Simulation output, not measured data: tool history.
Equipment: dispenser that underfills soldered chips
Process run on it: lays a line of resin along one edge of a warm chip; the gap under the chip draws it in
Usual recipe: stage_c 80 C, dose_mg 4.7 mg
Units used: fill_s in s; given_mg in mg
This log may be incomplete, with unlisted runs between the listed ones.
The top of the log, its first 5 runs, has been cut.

run 6 hour=45.4 | stage_c=80 dose_mg=4.7 | fill_s=38.8 given_mg=4.69
-- hour=47.1 new syringe of resin
-- hour=57.1 new syringe of resin
run 7 hour=61.1 | stage_c=80 dose_mg=4.7 | fill_s=31 given_mg=4.61
-- hour=67.6 new syringe of resin
run 8 hour=76.3 | stage_c=80 dose_mg=4.7 | fill_s=39.8 given_mg=4.63
-- hour=77.8 new syringe of resin
-- hour=88.2 new syringe of resin
run 9 hour=88.2 | stage_c=80 dose_mg=4.7 | fill_s=26.5 given_mg=4.61
-- hour=98.3 new syringe of resin
run 10 hour=99.2 | stage_c=80 dose_mg=4.7 | fill_s=26.7 given_mg=4.64
-- hour=108.3 new syringe of resin
run 11 hour=109.8 | stage_c=80 dose_mg=4.7 | fill_s=27.1 given_mg=4.59
-- hour=119.1 new syringe of resin
run 12 hour=123.8 | stage_c=80 dose_mg=4.7 | fill_s=32.3 given_mg=4.57
-- hour=129.5 new syringe of resin
run 13 hour=135.8 | stage_c=80 dose_mg=4.7 | fill_s=36.1 given_mg=4.54
-- hour=139.2 dispensing valve cleaned and set on the balance
-- hour=140.8 new syringe of resin
run 14 hour=149.1 | stage_c=84 dose_mg=4.7 | fill_s=32.7 given_mg=4.71
-- hour=150.8 new syringe of resin
-- hour=160.7 new syringe of resin
run 15 hour=161 | stage_c=84 dose_mg=4.7 | fill_s=20.4 given_mg=4.68
run 16 hour=167.8 | stage_c=84 dose_mg=4.7 | fill_s=31.5 given_mg=4.67
-- hour=170.7 new syringe of resin
-- hour=181.2 new syringe of resin
run 17 hour=182.7 | stage_c=84 dose_mg=4.7 | fill_s=22.4 given_mg=4.63
-- hour=191.1 new syringe of resin
run 18 hour=191.7 | stage_c=94 dose_mg=4.78 | fill_s=13.7 given_mg=4.75
run 19 hour=199.5 | stage_c=94 dose_mg=5.21 | fill_s=20.7 given_mg=5.11
-- hour=201.8 new syringe of resin
run 20 hour=209.1 | stage_c=85 dose_mg=5.14 | fill_s=29.8 given_mg=5.09
-- hour=212.7 new syringe of resin
-- hour=223.8 new syringe of resin
run 21 hour=224.4 | stage_c=69 dose_mg=4.66 | fill_s=48 given_mg=4.58
run 22 hour=232.8 | stage_c=66 dose_mg=4.69 | fill_s=88.8 given_mg=4.59
-- hour=233.8 new syringe of resin
run 23 hour=243.1 | stage_c=82 dose_mg=5.49 | fill_s=39.6 given_mg=5.32
-- hour=244.7 new syringe of resin
-- hour=255.8 new syringe of resin
run 24 hour=259.3 | stage_c=74 dose_mg=4.26 | fill_s=43.6 given_mg=4.13
-- hour=265.8 new syringe of resin
-- hour=266.8 dispensing valve cleaned and set on the balance
run 25 hour=275 | stage_c=86 dose_mg=5.21 | fill_s=30 given_mg=5.2

Run 26 has not been measured yet. What should we expect?
-- hour=277.2 new syringe of resin
run 26 hour=283.5 | stage_c=66 dose_mg=5.93 | fill_s=? given_mg=?

fill_s: 76.7 s
given_mg: 5.92 mg
If the tool had no hidden condition, the same run with the same run-to-run variation would have returned fill_s 48.3 s, given_mg 5.95 mg.

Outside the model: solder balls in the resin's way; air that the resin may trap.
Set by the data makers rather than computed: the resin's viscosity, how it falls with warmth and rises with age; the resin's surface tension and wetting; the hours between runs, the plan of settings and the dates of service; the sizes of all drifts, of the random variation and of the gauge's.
